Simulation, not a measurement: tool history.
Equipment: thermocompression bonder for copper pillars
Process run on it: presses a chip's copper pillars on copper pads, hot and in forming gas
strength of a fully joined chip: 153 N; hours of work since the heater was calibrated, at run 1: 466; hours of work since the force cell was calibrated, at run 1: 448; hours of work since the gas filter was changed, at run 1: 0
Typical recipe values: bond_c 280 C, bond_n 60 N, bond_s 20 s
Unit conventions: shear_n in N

run	day	bond_c	bond_n	bond_s	hours of work since the heater was calibrated	hours of work since the force cell was calibrated	hours of work since the gas filter was changed	shear_n
1	0.000	280	60	20	466	448	0	109.4
2	0.504	280	60	11	474	456	8	91.0
3	1.392	280	60	11	488	470	22	93.6
4	2.129	280	60	11	500	482	34	93.8
5	3.167	280	60	11	517	499	51	91.8
6	4.033	280	60	20	530	513	65	108.9
7	4.496	280	60	20	538	520	72	111.1
8	5.171	280	60	20	549	531	83	106.8
9	5.983	259	60	49	562	544	96	112.4
10	6.567	275	60	33	571	553	106	116.2
11	7.375	293	60	16	584	566	119	111.1
12	8.112	280	62	20	596	578	131	111.1
# day 8.571: heater calibrated with a thermocouple chip
13	8.662	280	60	25	1	586	138	114.1
14	9.150	280	60	25	9	594	146	116.9
15	9.821	266	60	22	20	604	157	99.6
16	10.292	280	60	37	28	612	164	127.3

Below are 3 alternative next runs, each starting from the tool's condition after run 16. Predict each:
A	11.279	259	49	40	44	628	180	?
B	11.279	276	55	13	44	628	180	?
C	11.279	264	52	59	44	628	180	?

run	shear_n
A	94.8
B	86.0
C	112.5
Take away the tool's hidden state, keep each run's random variation, and the runs would have read:
run	shear_n
A	95.0
B	86.1
C	112.7
